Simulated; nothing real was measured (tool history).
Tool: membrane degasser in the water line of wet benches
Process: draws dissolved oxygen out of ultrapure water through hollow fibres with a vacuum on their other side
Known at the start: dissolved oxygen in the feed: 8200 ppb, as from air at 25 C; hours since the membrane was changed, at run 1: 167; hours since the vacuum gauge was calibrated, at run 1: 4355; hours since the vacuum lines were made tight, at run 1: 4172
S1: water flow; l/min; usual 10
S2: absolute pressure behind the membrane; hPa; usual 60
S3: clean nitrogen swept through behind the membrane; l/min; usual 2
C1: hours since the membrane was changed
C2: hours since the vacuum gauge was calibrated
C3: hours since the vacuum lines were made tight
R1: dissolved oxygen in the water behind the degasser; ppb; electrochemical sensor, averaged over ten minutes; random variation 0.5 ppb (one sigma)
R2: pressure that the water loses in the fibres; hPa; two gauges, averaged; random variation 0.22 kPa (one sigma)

run,day,S1,S2,S3,C1,C2,C3,R1,R2
1,0,10,60,2,167,4355,4172,45.1,527
2,1.075,10,60,2,193,4381,4198,45.4,525.7
3,3.433,10,60,2.38,250,4438,4255,39.2,526.3
4,5.171,10,60,2.38,292,4479,4297,38.5,527.7
5,6.892,10,60,2.38,333,4521,4338,38.8,525.2
6,7.946,10,60,2,358,4546,4363,45,521.4
7,9.612,10,60,2,398,4586,4403,44.4,527.1
8,11.738,10,60,2,449,4637,4454,45.3,525.4
9,13.621,15,60,2,494,4682,4499,93.2,785
10,15.1,14,60,2,530,4717,4535,81.6,735.5
11,16.233,10,60,2,557,4745,4562,44.3,523.3
12,17.796,10,60,2,594,4782,4599,44.9,525.2
13,18.875,10,60,2,620,4808,4625,44.7,526
14,21.375,10,60,2,680,4868,4685,45,525.2
15,23.667,10,132,2,735,4923,4740,137.3,526.9
16,25.629,10,132,2,783,4970,4788,137.2,527
17,27.217,14,56.3,0.81,821,5008,4826,136.9,733.5
# day 28.05: vacuum gauge calibrated
18,28.475,14,56.3,0.81,850,10,4855,123.2,739.6
19,30.792,14,56.3,0.81,906,66,4911,125.2,734.2

Forecast run 20:
20,32.7,14,89.5,1.08,952,112,4957,?,?

R1: 201.4 ppb
R2: 733 hPa
Without the tool's hidden state the same run would have given R1 196 ppb, R2 730.1 hPa.
